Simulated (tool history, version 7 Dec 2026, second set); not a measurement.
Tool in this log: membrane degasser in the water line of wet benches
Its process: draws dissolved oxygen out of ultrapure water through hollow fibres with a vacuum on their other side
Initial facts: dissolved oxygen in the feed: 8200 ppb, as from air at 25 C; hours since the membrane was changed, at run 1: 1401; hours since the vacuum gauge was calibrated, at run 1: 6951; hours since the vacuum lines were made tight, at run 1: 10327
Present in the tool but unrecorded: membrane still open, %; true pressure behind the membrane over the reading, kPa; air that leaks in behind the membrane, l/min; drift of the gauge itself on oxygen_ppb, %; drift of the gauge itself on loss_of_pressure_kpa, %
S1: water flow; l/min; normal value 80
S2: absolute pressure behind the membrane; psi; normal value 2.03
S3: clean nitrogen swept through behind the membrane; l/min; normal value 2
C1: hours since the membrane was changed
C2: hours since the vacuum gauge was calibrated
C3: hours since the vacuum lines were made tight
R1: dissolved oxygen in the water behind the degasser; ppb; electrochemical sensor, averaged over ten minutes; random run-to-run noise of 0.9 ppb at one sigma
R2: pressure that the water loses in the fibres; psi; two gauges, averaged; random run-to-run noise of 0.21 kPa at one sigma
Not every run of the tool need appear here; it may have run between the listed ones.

Run 1, hour 0: usual settings; C1 1401; C2 6951; C3 10327. Result: R1 811.2 ppb, R2 6.908 psi.
Run 2, hour 73.4: usual settings; C1 1474; C2 7025; C3 10400. Result: R1 808 ppb, R2 6.875 psi.
Run 3, hour 165.9: usual settings; C1 1567; C2 7117; C3 10493. Result: R1 808 ppb, R2 6.93 psi.
Run 4, hour 254.1: usual settings; C1 1655; C2 7205; C3 10581. Result: R1 805.6 ppb, R2 6.846 psi.
Run 5, hour 336: usual settings; C1 1737; C2 7287; C3 10663. Result: R1 805.5 ppb, R2 6.805 psi.
Run 6, hour 408.7: usual settings; C1 1809; C2 7360; C3 10736. Result: R1 803.8 ppb, R2 6.902 psi.
Run 7, hour 515.6: usual settings but S1 115 l/min; C1 1916; C2 7467; C3 10842. Result: R1 1074.9 ppb, R2 9.894 psi.
Run 8, hour 612.7: usual settings; C1 2013; C2 7564; C3 10939. Result: R1 803.9 ppb, R2 6.852 psi.
Run 9, hour 697.6: usual settings but S1 58 l/min; C1 2098; C2 7649; C3 11024. Result: R1 619.1 ppb, R2 4.962 psi.
Run 10, hour 815.5: usual settings but S3 1.73 l/min; C1 2216; C2 7767; C3 11142. Result: R1 889.3 ppb, R2 6.899 psi.
Run 11, hour 920.6: usual settings but S3 5.14 l/min; C1 2321; C2 7872; C3 11247. Result: R1 377.4 ppb, R2 6.891 psi.
Run 12, hour 1056.1: usual settings but S2 3.12 psi; C1 2457; C2 8007; C3 11383. Result: R1 1270.7 ppb, R2 6.859 psi.
Run 13, hour 1116.9: usual settings but S1 68 l/min, S2 3.12 psi, S3 2.85 l/min; C1 2518; C2 8068; C3 11444. Result: R1 858.4 ppb, R2 5.851 psi.
At hour 1215: gauge calibrated.
Run 14, hour 1236.4: usual settings but S1 108 l/min, S3 1.47 l/min; C1 2637; C2 8188; C3 11563. Result: R1 1253.2 ppb, R2 9.224 psi.
Run 15, hour 1382.7: usual settings but S1 108 l/min, S3 1.47 l/min; C1 2783; C2 8334; C3 11710. Result: R1 1248.1 ppb, R2 9.351 psi.
Run 16, hour 1444.9: usual settings but S1 56 l/min, S2 3.9 psi, S3 5.98 l/min; C1 2846; C2 8396; C3 11772. Result: R1 497 ppb, R2 4.772 psi.
Run 17, hour 1557: usual settings but S1 74 l/min, S2 1.67 psi; C1 2958; C2 8508; C3 11884. Result: R1 595.3 ppb, R2 6.398 psi.
Run 18, hour 1696: usual settings but S1 83 l/min, S2 1.67 psi; C1 3097; C2 8647; C3 12023. Result: R1 653.4 ppb, R2 7.13 psi.
At hour 1759.4: vacuum gauge calibrated.
Run 19, hour 1795.6: usual settings but S1 68 l/min, S2 1.67 psi; C1 3196; C2 36; C3 12122. Result: R1 552.7 ppb, R2 5.865 psi.
Run 20, hour 1900.3: usual settings but S3 1.74 l/min; C1 3301; C2 141; C3 12227. Result: R1 888.5 ppb, R2 6.885 psi.
Run 21, hour 2006.4: usual settings but S1 61 l/min, S2 2.83 psi; C1 3407; C2 247; C3 12333. Result: R1 938.6 ppb, R2 5.24 psi.
Run 22, hour 2115.2: usual settings but S1 89 l/min; C1 3515; C2 356; C3 12441. Result: R1 871.8 ppb, R2 7.614 psi.
Run 23, hour 2220.2: usual settings but S2 1.33 psi, S3 4.51 l/min; C1 3620; C2 461; C3 12547. Result: R1 244.7 ppb, R2 6.849 psi.

Hidden state or all else? Some run-to-run changes of R1, split into what the settings, what came in and random variation would give without the hidden state, and what is left for the hidden state (with any gauge scatter that isn't in both results):
Run 11 -> 12: S2 2.03 -> 3.12, S3 5.14 -> 2. R1 +893.3 ppb: hidden state -13.1, all else +906.4.
Run 13 -> 14: S1 68 -> 108, S2 3.12 -> 2.03, S3 2.85 -> 1.47, gauge calibrated. R1 +394.8 ppb: hidden state +12.5, all else +382.3.
Run 15 -> 16: S1 108 -> 56, S2 2.03 -> 3.9, S3 1.47 -> 5.98. R1 -751.1 ppb: hidden state +1.2, all else -752.3.
